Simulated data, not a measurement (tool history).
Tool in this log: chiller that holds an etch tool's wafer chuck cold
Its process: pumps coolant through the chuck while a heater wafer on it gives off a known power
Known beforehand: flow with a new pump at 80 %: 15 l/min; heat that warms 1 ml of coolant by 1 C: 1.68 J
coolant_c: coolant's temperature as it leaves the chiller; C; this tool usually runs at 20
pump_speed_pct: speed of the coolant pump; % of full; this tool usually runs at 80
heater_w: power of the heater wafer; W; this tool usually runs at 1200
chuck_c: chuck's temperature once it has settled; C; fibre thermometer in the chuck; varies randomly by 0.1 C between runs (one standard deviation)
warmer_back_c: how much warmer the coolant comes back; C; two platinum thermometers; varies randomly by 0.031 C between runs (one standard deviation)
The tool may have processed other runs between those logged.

Run 1, day 0.000: usual settings. Result: chuck_c 28.6 C, warmer_back_c 2.94 C.
Run 2, day 1.846: usual settings. Result: chuck_c 28.5 C, warmer_back_c 2.97 C.
Run 3, day 4.408: usual settings. Result: chuck_c 28.5 C, warmer_back_c 2.94 C.
Run 4, day 6.212: usual settings. Result: chuck_c 28.5 C, warmer_back_c 2.94 C.
Run 5, day 7.350: usual settings but coolant_c 11 C. Result: chuck_c 19.5 C, warmer_back_c 2.99 C.
Run 6, day 9.517: usual settings but coolant_c 27 C, pump_speed_pct 73 % of full. Result: chuck_c 36.2 C, warmer_back_c 3.22 C.
Run 7, day 11.575: usual settings but coolant_c 27 C, pump_speed_pct 73 % of full. Result: chuck_c 36.0 C, warmer_back_c 3.24 C.
Run 8, day 13.912: usual settings but coolant_c 24 C. Result: chuck_c 32.4 C, warmer_back_c 2.99 C.
Run 9, day 15.275: usual settings but coolant_c 17 C, pump_speed_pct 84 % of full, heater_w 1535 W. Result: chuck_c 27.4 C, warmer_back_c 3.55 C.

Run 10, settings as shown, results not yet in. Your forecast:
Run 10, day 16.554: usual settings but coolant_c 19 C, pump_speed_pct 84 % of full, heater_w 1104 W. Result: chuck_c ?, warmer_back_c ?.

{"run 10": {"chuck_c": 26.6, "warmer_back_c": 2.58}}
Minus the tool's unlogged condition, the same run would have read chuck_c 26.4 C, warmer_back_c 2.50 C.
